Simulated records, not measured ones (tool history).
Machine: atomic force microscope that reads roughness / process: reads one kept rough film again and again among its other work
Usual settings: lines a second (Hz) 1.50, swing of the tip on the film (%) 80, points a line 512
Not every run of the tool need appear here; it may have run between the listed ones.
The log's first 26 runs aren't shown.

| run | day | lines a second (Hz) | swing of the tip on the film (%) | points a line | pictures with this tip | hours of work since the height scale was calibrated | roughness of the kept film (nm (root mean square)) |
|---|---|---|---|---|---|---|---|
| 27 | 61.367 | 1.50 | 80 | 517 | 79 | 960 | 3.380 |
| 28 | 64.038 | 0.98 | 61 | 565 | 174 | 991 | 3.337 |
| 29 | 65.796 | 1.05 | 64 | 939 | 237 | 1012 | 3.161 |
| 30 | 67.071 | 0.55 | 62 | 657 | 282 | 1027 | 3.109 |
|  | 67.900 | new tip fitted |
| 31 | 69.738 | 0.55 | 62 | 657 | 65 | 1057 | 3.700 |
| 32 | 72.292 | 0.55 | 62 | 657 | 156 | 1087 | 3.427 |
| 33 | 74.283 | 0.55 | 62 | 657 | 227 | 1110 | 3.221 |
|  | 76.529 | new tip fitted |
| 34 | 77.283 | 0.55 | 62 | 657 | 27 | 1145 | 3.859 |
| 35 | 78.725 | 1.72 | 69 | 657 | 78 | 1162 | 3.465 |
| 36 | 80.158 | 0.80 | 87 | 512 | 129 | 1178 | 3.284 |
| 37 | 82.162 | 0.65 | 82 | 336 | 201 | 1202 | 3.157 |
| 38 | 84.117 | 2.12 | 80 | 663 | 270 | 1224 | 2.762 |
|  | 85.138 | new tip fitted |
| 39 | 86.658 | 1.45 | 85 | 512 | 54 | 1254 | 3.411 |
| 40 | 88.133 | 1.45 | 85 | 512 | 106 | 1271 | 3.272 |
| 41 | 90.892 | 2.41 | 74 | 651 | 204 | 1303 | 3.033 |
|  | 93.721 | height scale calibrated on a step standard |
|  | 93.908 | new tip fitted |
| 42 | 93.908 | 1.50 | 80 | 384 | 0 | 2 | 3.622 |
| 43 | 95.388 | 2.98 | 72 | 384 | 52 | 19 | 3.355 |
| 44 | 97.600 | 2.85 | 78 | 747 | 131 | 45 | 2.983 |
| 45 | 99.858 | 1.43 | 78 | 266 | 211 | 71 | 2.957 |
| 46 | 101.342 | 1.43 | 78 | 266 | 264 | 88 | 2.868 |
|  | 102.612 | new tip fitted |
| 47 | 104.004 | 0.53 | 61 | 266 | 50 | 119 | 3.689 |
| 48 | 106.550 | 0.53 | 61 | 266 | 141 | 149 | 3.377 |
| 49 | 109.267 | 0.53 | 61 | 266 | 237 | 180 | 3.171 |

Run 50 comes next. What will it give?
|  | 111.312 | new tip fitted |
| 50 | 111.312 | 0.88 | 61 | 604 | 0 | 204 | ? |

Logged for run 50: roughness of the kept film (nm (root mean square)) 3.912.
Were there no unlogged condition in the tool, this run, its random variation unchanged, would have produced roughness of the kept film (nm (root mean square)) 3.913.
